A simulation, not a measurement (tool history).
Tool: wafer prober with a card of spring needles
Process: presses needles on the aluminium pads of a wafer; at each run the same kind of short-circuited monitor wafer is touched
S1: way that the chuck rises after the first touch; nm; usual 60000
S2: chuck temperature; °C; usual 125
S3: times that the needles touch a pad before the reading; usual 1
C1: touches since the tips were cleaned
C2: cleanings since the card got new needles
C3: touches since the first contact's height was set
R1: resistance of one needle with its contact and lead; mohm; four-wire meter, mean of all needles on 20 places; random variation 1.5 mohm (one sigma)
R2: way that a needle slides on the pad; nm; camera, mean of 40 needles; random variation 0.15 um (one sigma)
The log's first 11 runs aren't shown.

run	hour	S1	S2	S3	C1	C2	C3	R1	R2
# hour 110.4: tips cleaned on abrasive film
# hour 117.0: tips cleaned on abrasive film
12	117.0	60000	96	1	0	29	72364	137	13590
# hour 124.0: tips cleaned on abrasive film
13	129.6	60000	96	1	1982	30	76770	225	13820
# hour 130.9: tips cleaned on abrasive film
# hour 137.5: tips cleaned on abrasive film
14	140.8	60000	125	1	1160	32	80636	205	13520
# hour 144.2: tips cleaned on abrasive film
15	150.3	60000	125	1	2170	33	83934	241	13080
# hour 151.4: tips cleaned on abrasive film
# hour 158.7: tips cleaned on abrasive film
16	163.4	60000	125	1	1629	35	88453	229	13560
# hour 165.4: tips cleaned on abrasive film
17	171.1	70000	48	2	2008	36	91147	178	15840
# hour 172.2: tips cleaned on abrasive film
# hour 179.1: tips cleaned on abrasive film
18	181.6	70000	63	1	880	38	94736	176	15760
# hour 186.3: tips cleaned on abrasive film
19	189.5	72000	125	1	1141	39	97497	181	16340
# hour 192.8: tips cleaned on abrasive film
20	198.8	72000	125	1	2105	40	100717	210	15990
# hour 199.9: tips cleaned on abrasive film
# hour 207.0: tips cleaned on abrasive film
21	208.5	50000	42	2	498	42	104048	171	10960
# hour 214.6: tips cleaned on abrasive film
22	217.9	44000	41	2	1132	43	107318	228	9510
# hour 221.4: tips cleaned on abrasive film
# hour 228.2: tips cleaned on abrasive film
23	232.8	43000	105	2	1617	45	112483	245	9320
# hour 235.3: tips cleaned on abrasive film
# hour 241.9: tips cleaned on abrasive film
24	247.6	64000	78	2	1985	47	117625	185	14160
# hour 249.0: tips cleaned on abrasive film
# hour 255.9: tips cleaned on abrasive film
25	258.7	78000	63	3	996	49	121464	139	17540
# hour 262.6: tips cleaned on abrasive film
26	266.5	48000	125	1	1354	50	124160	280	10240
# hour 269.7: tips cleaned on abrasive film
27	273.2	60000	47	2	1231	51	126489	178	13180

Run 28 comes next. What will it give?
# hour 276.8: tips cleaned on abrasive film
28	283.0	60000	47	2	2173	52	129886	?	?

Run 28 gave R1 205 mohm, R2 13200 nm.
Without the tool's hidden state the same run would have given R1 123 mohm, R2 14420 nm.
